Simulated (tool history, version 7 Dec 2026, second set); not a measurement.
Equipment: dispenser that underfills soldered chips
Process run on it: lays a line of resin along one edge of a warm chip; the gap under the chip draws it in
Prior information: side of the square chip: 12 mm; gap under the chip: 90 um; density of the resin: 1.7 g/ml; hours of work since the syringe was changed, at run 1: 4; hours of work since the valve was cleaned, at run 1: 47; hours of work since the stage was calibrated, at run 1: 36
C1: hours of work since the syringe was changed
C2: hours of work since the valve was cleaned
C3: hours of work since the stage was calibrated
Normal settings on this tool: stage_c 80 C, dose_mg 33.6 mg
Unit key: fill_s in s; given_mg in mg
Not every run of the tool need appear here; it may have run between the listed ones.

run 1 hour=0 | stage_c=80 dose_mg=33.6 | C1=4 C2=47 C3=36 | fill_s=144.7 given_mg=32.3
run 2 hour=4.1 | stage_c=80 dose_mg=33.6 | C1=7 C2=50 C3=39 | fill_s=182.1 given_mg=32.08
-- hour=8.1 new syringe of resin
run 3 hour=9.1 | stage_c=80 dose_mg=33.6 | C1=1 C2=53 C3=42 | fill_s=110.1 given_mg=32.07
run 4 hour=12.8 | stage_c=80 dose_mg=33.6 | C1=3 C2=55 C3=44 | fill_s=135.9 given_mg=31.78
run 5 hour=17.5 | stage_c=80 dose_mg=37.6 | C1=6 C2=58 C3=47 | fill_s=172 given_mg=35.41
-- hour=22.3 new syringe of resin
run 6 hour=22.3 | stage_c=84 dose_mg=33.6 | C1=0 C2=61 C3=50 | fill_s=94.2 given_mg=31.58
run 7 hour=25.5 | stage_c=94 dose_mg=33.6 | C1=2 C2=64 C3=53 | fill_s=84.5 given_mg=31.75
run 8 hour=28.4 | stage_c=94 dose_mg=32.1 | C1=4 C2=65 C3=54 | fill_s=100 given_mg=30.08
run 9 hour=33.1 | stage_c=94 dose_mg=32.1 | C1=7 C2=69 C3=58 | fill_s=129.2 given_mg=30.23
run 10 hour=36.2 | stage_c=91 dose_mg=32.1 | C1=9 C2=71 C3=60 | fill_s=165.6 given_mg=29.91
-- hour=36.8 new syringe of resin
run 11 hour=40.2 | stage_c=80 dose_mg=33.6 | C1=2 C2=73 C3=62 | fill_s=127.4 given_mg=31.17
-- hour=41.5 dispensing valve cleaned and set on the balance
run 12 hour=43.6 | stage_c=87 dose_mg=42.7 | C1=4 C2=1 C3=64 | fill_s=118.3 given_mg=42.6
run 13 hour=48.6 | stage_c=93 dose_mg=33.6 | C1=7 C2=5 C3=67 | fill_s=131.5 given_mg=33.44
run 14 hour=51 | stage_c=84 dose_mg=28.6 | C1=9 C2=6 C3=68 | fill_s=202.1 given_mg=28.56
-- hour=52 new syringe of resin
run 15 hour=53.6 | stage_c=84 dose_mg=28.6 | C1=1 C2=8 C3=70 | fill_s=105.1 given_mg=28.36
run 16 hour=57.2 | stage_c=70 dose_mg=35.5 | C1=3 C2=10 C3=72 | fill_s=184 given_mg=35.17
run 17 hour=61.4 | stage_c=89 dose_mg=35.1 | C1=6 C2=13 C3=75 | fill_s=135.9 given_mg=35.03
-- hour=66.3 new syringe of resin
run 18 hour=66.3 | stage_c=67 dose_mg=33.6 | C1=0 C2=16 C3=78 | fill_s=149.5 given_mg=33.13
run 19 hour=68.6 | stage_c=67 dose_mg=33.6 | C1=2 C2=17 C3=80 | fill_s=171.3 given_mg=32.92
run 20 hour=71 | stage_c=67 dose_mg=33.6 | C1=3 C2=19 C3=81 | fill_s=194.9 given_mg=33.1
run 21 hour=75.5 | stage_c=89 dose_mg=42.2 | C1=6 C2=22 C3=84 | fill_s=130.4 given_mg=41.21

A few steps of fill_s between consecutive runs. Split each: what settings, incoming material and random variation would produce without the hidden state, and what is left over for the hidden state, along with gauge scatter present in only one of the two compared results (measured, and without hidden state):
Hidden state at play: resin's viscosity, % of fresh resin's; dose that the valve gives, % of what is set; true chip temperature over the reading, C; drift of the gauge itself on fill_s, %; drift of the gauge itself on given_mg, %.
Run 2 -> 3: new syringe of resin. fill_s -72 s: hidden state -72.4, all else +0.4.
Run 14 -> 15: new syringe of resin. fill_s -97 s: hidden state -96.6, all else -0.4.
Run 15 -> 16: stage_c 84 -> 70, dose_mg 28.6 -> 35.5. fill_s +78.9 s: hidden state +36.6, all else +42.3.
